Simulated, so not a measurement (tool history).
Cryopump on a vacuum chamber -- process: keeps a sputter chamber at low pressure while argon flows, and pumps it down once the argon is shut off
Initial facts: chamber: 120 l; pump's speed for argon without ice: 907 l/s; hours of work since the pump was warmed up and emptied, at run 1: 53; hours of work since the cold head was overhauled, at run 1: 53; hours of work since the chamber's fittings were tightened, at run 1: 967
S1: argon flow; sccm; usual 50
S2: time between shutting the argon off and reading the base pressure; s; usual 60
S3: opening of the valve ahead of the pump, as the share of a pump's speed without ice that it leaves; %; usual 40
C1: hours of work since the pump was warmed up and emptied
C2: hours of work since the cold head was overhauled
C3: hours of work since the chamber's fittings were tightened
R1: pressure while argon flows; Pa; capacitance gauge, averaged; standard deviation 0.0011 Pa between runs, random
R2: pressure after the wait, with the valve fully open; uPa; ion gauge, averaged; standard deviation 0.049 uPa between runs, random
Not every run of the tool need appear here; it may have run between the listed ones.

run,hour,S1,S2,S3,C1,C2,C3,R1,R2
1,0.0,50,60,40,53,53,967,0.2336,4.11
2,39.6,50,60,40,78,78,992,0.2348,4.19
3,76.4,50,60,40,101,101,1016,0.2368,4.27
4,112.2,50,60,40,124,124,1038,0.2355,4.22
5,133.2,50,168,40,137,137,1051,0.2354,2.54
6,162.8,50,168,40,156,156,1070,0.2382,2.60
7,195.9,50,168,40,177,177,1091,0.2376,2.65
8,229.4,50,168,40,198,198,1112,0.2406,2.61
9,266.3,50,60,40,221,221,1135,0.2388,4.47
10,305.6,50,60,40,246,246,1160,0.2410,4.52
11,352.5,50,60,40,276,276,1190,0.2415,4.55
12,393.3,50,60,40,301,301,1216,0.2408,4.51
13,417.1,50,60,40,316,316,1231,0.2421,4.61
14,458.6,48,60,40,343,343,1257,0.2323,4.62
15,493.6,50,46,40,365,365,1279,0.2427,5.36
16,538.1,50,46,40,393,393,1307,0.2437,5.52
17,569.6,97,60,40,413,413,1327,0.4722,4.69
18,602.1,97,60,40,433,433,1348,0.4748,4.79
19,637.2,25,118,40,455,455,1370,0.1227,3.43
20,665.6,54,26,57,473,473,1388,0.1922,8.32
21,695.5,54,26,57,492,492,1407,0.1920,8.48
22,727.5,54,26,57,512,512,1427,0.1935,8.43
23,768.4,54,26,57,538,538,1453,0.1934,8.80
24,798.5,42,60,35,557,557,1472,0.2358,5.08
25,844.9,59,39,42,587,587,1501,0.2831,6.40
26,869.0,59,39,15,602,602,1516,0.7477,6.34
27,909.8,63,26,31,628,628,1542,0.4033,8.61
28,930.1,50,60,40,640,640,1555,0.2524,5.10
29,965.7,50,292,24,663,663,1577,0.4087,3.02
30,1005.0,50,60,19,688,688,1602,0.5109,5.26
31,1042.2,50,280,19,711,711,1626,0.5127,3.27
32,1087.7,79,280,19,740,740,1655,0.8061,3.36
33,1117.5,25,60,56,759,759,1673,0.0937,5.55

How would selected steps in R1 from run to run divide? Give the signed amount a tool lacking its hidden state would still show from settings, what came in and random variation, and the signed amount left for the hidden state, including any gauge scatter that is not in both of the compared results.
Hidden conditions of the tool in this case: pump's speed, % of a pump's without ice; cold plate's temperature, K; leak into the chamber, uPa l/s; drift of the gauge itself on working_pa, %; drift of the gauge itself on base_upa, %.
Run 18 -> 19: S1 97 -> 25, S2 60 -> 118. R1 -0.3521 Pa: hidden state -0.0170, all else -0.3351.
Run 25 -> 26: S3 42 -> 15. R1 +0.4646 Pa: hidden state +0.0004, all else +0.4642.
Run 31 -> 32: S1 50 -> 79. R1 +0.2934 Pa: hidden state +0.0136, all else +0.2798.
Run 32 -> 33: S1 79 -> 25, S2 280 -> 60, S3 19 -> 56. R1 -0.7124 Pa: hidden state -0.0233, all else -0.6891.
